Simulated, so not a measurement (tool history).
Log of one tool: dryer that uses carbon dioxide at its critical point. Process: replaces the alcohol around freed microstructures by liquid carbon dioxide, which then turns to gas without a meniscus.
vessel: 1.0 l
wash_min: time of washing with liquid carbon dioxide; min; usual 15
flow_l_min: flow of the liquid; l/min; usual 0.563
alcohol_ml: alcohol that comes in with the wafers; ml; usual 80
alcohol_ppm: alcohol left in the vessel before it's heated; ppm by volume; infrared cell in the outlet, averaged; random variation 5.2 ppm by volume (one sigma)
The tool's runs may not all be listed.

Run 1, hour 0: usual settings. Result: alcohol_ppm 157 ppm by volume.
Run 2, hour 23.3: usual settings. Result: alcohol_ppm 167 ppm by volume.
Run 3, hour 52.1: usual settings. Result: alcohol_ppm 171 ppm by volume.
Run 4, hour 81.6: usual settings but flow_l_min 0.849 l/min. Result: alcohol_ppm 46 ppm by volume.
Run 5, hour 103.9: usual settings but flow_l_min 0.849 l/min. Result: alcohol_ppm 50 ppm by volume.
Run 6, hour 129: usual settings but flow_l_min 0.849 l/min. Result: alcohol_ppm 49 ppm by volume.
Run 7, hour 167.1: usual settings but wash_min 18 min, flow_l_min 0.849 l/min. Result: alcohol_ppm 43 ppm by volume.
Run 8, hour 186.9: usual settings but wash_min 18 min, flow_l_min 0.849 l/min, alcohol_ml 35 ml. Result: alcohol_ppm 45 ppm by volume.
Run 9, hour 221.8: usual settings but wash_min 18 min, flow_l_min 0.849 l/min, alcohol_ml 35 ml. Result: alcohol_ppm 47 ppm by volume.
At hour 256.7: inlet filter changed.
Run 10, hour 262: usual settings but wash_min 18 min, flow_l_min 0.849 l/min, alcohol_ml 35 ml. Result: alcohol_ppm 45 ppm by volume.
Run 11, hour 280.9: usual settings but alcohol_ml 30 ml. Result: alcohol_ppm 83 ppm by volume.
Run 12, hour 304.3: usual settings but alcohol_ml 30 ml. Result: alcohol_ppm 73 ppm by volume.
Run 13, hour 343.3: usual settings but alcohol_ml 30 ml. Result: alcohol_ppm 86 ppm by volume.
Run 14, hour 376.8: usual settings but wash_min 13 min. Result: alcohol_ppm 284 ppm by volume.
Run 15, hour 409.6: usual settings but wash_min 19 min, flow_l_min 0.66 l/min, alcohol_ml 93 ml. Result: alcohol_ppm 67 ppm by volume.
Run 16, hour 427.5: usual settings but wash_min 24 min, flow_l_min 0.744 l/min. Result: alcohol_ppm 58 ppm by volume.
Run 17, hour 446.7: usual settings but wash_min 24 min, flow_l_min 0.744 l/min. Result: alcohol_ppm 69 ppm by volume.
At hour 486.4: purifier's bed changed.
Run 18, hour 487.7: usual settings but wash_min 24 min, flow_l_min 0.744 l/min. Result: alcohol_ppm 14 ppm by volume.
Run 19, hour 525.8: usual settings but wash_min 9 min, flow_l_min 0.393 l/min, alcohol_ml 22 ml. Result: alcohol_ppm 1504 ppm by volume.
Run 20, hour 562.8: usual settings but wash_min 10 min, flow_l_min 0.568 l/min, alcohol_ml 31 ml. Result: alcohol_ppm 375 ppm by volume.
Run 21, hour 597.6: usual settings but wash_min 10 min, flow_l_min 0.43 l/min, alcohol_ml 63 ml. Result: alcohol_ppm 2360 ppm by volume.
Run 22, hour 625.2: usual settings but wash_min 11 min, flow_l_min 0.444 l/min, alcohol_ml 101 ml. Result: alcohol_ppm 2508 ppm by volume.
Run 23, hour 656.6: usual settings but wash_min 11 min, flow_l_min 0.444 l/min, alcohol_ml 101 ml. Result: alcohol_ppm 2475 ppm by volume.
Run 24, hour 683: usual settings but flow_l_min 0.628 l/min, alcohol_ml 75 ml. Result: alcohol_ppm 76 ppm by volume.
Run 25, hour 710.4: usual settings but wash_min 17 min, flow_l_min 0.741 l/min, alcohol_ml 42 ml. Result: alcohol_ppm 27 ppm by volume.
Run 26, hour 741.6: usual settings but wash_min 17 min, flow_l_min 0.741 l/min, alcohol_ml 42 ml. Result: alcohol_ppm 26 ppm by volume.
Run 27, hour 771.8: usual settings but wash_min 10 min, flow_l_min 0.381 l/min, alcohol_ml 42 ml. Result: alcohol_ppm 2589 ppm by volume.
Run 28, hour 804: usual settings but flow_l_min 0.438 l/min, alcohol_ml 52 ml. Result: alcohol_ppm 445 ppm by volume.

3 ways to go on from here, each from the tool as it stands after run 28. What would each give?
Run A, hour 826.8: usual settings but flow_l_min 0.443 l/min, alcohol_ml 56 ml. Result: alcohol_ppm ?.
Run B, hour 826.8: usual settings but wash_min 22 min, flow_l_min 0.382 l/min, alcohol_ml 83 ml. Result: alcohol_ppm ?.
Run C, hour 826.8: usual settings but flow_l_min 0.438 l/min, alcohol_ml 92 ml. Result: alcohol_ppm ?.

run  alcohol_ppm
  A          430
  B          209
  C          754
Without the tool's hidden state the same runs would have given:
run  alcohol_ppm
  A          263
  B          110
  C          480

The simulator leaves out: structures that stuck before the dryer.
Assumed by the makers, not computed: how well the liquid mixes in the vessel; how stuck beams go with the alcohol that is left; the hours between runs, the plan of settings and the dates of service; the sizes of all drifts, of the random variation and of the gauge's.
